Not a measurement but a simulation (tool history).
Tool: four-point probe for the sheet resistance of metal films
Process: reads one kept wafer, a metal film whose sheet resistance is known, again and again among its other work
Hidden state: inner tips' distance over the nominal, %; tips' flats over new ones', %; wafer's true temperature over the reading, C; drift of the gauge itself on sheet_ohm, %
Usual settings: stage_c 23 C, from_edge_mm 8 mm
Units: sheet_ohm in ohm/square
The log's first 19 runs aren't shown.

| run | day | stage_c | from_edge_mm | touches since the probe head was changed | hours of work since the stage's thermometer was calibrated | sheet_ohm |
|---|---|---|---|---|---|---|
| 20 | 75.367 | 23 | 12 | 126421 | 1564 | 0.712493 |
| 21 | 80.362 | 27 | 34 | 128928 | 1620 | 0.711273 |
| 22 | 84.217 | 27 | 34 | 130864 | 1664 | 0.711496 |
|  | 87.108 | new probe head fitted |
| 23 | 89.558 | 28 | 20 | 1232 | 1723 | 0.711638 |
| 24 | 94.154 | 29 | 33 | 3538 | 1775 | 0.711318 |
| 25 | 99.804 | 29 | 33 | 6375 | 1839 | 0.711039 |
| 26 | 105.442 | 29 | 33 | 9205 | 1902 | 0.711210 |
| 27 | 108.400 | 25 | 8 | 10691 | 1936 | 0.713197 |
| 28 | 111.300 | 28 | 5 | 12148 | 1968 | 0.715058 |
| 29 | 114.542 | 28 | 5 | 13775 | 2005 | 0.715302 |
| 30 | 117.162 | 25 | 3 | 15091 | 2034 | 0.722270 |
| 31 | 121.100 | 31 | 4 | 17068 | 2079 | 0.717157 |
|  | 122.858 | stage's thermometer calibrated |
| 32 | 125.083 | 18 | 7 | 19057 | 25 | 0.714361 |
| 33 | 129.458 | 18 | 7 | 21254 | 74 | 0.714598 |
| 34 | 132.808 | 28 | 66 | 22936 | 112 | 0.711267 |
| 35 | 138.388 | 22 | 66 | 25737 | 175 | 0.711911 |
| 36 | 141.046 | 22 | 66 | 27072 | 205 | 0.711727 |
| 37 | 143.871 | 26 | 14 | 28490 | 237 | 0.712106 |
| 38 | 146.342 | 29 | 19 | 29731 | 264 | 0.711738 |
| 39 | 149.975 | 20 | 21 | 31557 | 305 | 0.712272 |

Forecast each of these 4 alternatives for the next run:
| A | 155.358 | 23 | 38 | 34259 | 366 | ? |
| B | 155.358 | 31 | 8 | 34259 | 366 | ? |
| C | 155.358 | 24 | 12 | 34259 | 366 | ? |
| D | 155.358 | 23 | 17 | 34259 | 366 | ? |

| run | sheet_ohm |
|---|---|
| A | 0.712094 |
| B | 0.712644 |
| C | 0.712485 |
| D | 0.712258 |
Without the tool's hidden state the same runs would have given:
| run | sheet_ohm |
|---|---|
| A | 0.712124 |
| B | 0.712675 |
| C | 0.712516 |
| D | 0.712288 |
